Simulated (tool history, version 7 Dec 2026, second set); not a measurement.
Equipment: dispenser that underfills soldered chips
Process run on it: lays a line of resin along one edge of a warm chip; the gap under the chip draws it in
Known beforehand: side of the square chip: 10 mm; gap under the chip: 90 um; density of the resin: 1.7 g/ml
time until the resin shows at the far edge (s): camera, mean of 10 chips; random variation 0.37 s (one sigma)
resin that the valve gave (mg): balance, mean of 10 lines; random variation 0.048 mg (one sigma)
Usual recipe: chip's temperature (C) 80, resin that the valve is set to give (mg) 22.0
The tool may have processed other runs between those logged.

run	hour	chip's temperature (C)	resin that the valve is set to give (mg)	time until the resin shows at the far edge (s)	resin that the valve gave (mg)
1	0.0	80	22.0	21.7	21.70
2	3.5	80	22.0	23.8	21.67
3	7.8	80	22.0	26.6	21.60
# hour 8.6: new syringe of resin
4	12.1	80	22.0	22.7	21.62
5	14.9	80	22.0	24.3	21.58
6	17.5	70	22.0	37.1	21.47
# hour 19.9: new syringe of resin
7	21.4	70	22.0	31.8	21.46
8	25.5	70	22.0	34.8	21.44
9	29.4	79	23.1	27.0	22.51
# hour 31.1: new syringe of resin
10	33.3	79	23.1	23.0	22.36
11	37.4	80	20.2	25.1	19.55
12	40.6	86	26.1	21.1	25.14
# hour 42.0: new syringe of resin
13	43.5	86	26.1	17.5	25.08
14	46.9	74	20.1	30.2	19.28

Predict each of these 3 candidate next runs independently; none follows another, all start after run 14:
# hour 50.5: dispensing valve cleaned and set on the balance
A	51.5	94	21.6	?	?
# hour 50.5: dispensing valve cleaned and set on the balance
B	51.5	89	23.2	?	?
# hour 50.5: dispensing valve cleaned and set on the balance
C	51.5	74	18.9	?	?

run	time until the resin shows at the far edge (s)	resin that the valve gave (mg)
A	16.0	21.64
B	19.2	23.09
C	33.7	18.95
The same runs, with their run-to-run variation unchanged, on a tool lacking any hidden condition would have given:
run	time until the resin shows at the far edge (s)	resin that the valve gave (mg)
A	13.1	21.63
B	15.9	23.09
C	27.9	18.95

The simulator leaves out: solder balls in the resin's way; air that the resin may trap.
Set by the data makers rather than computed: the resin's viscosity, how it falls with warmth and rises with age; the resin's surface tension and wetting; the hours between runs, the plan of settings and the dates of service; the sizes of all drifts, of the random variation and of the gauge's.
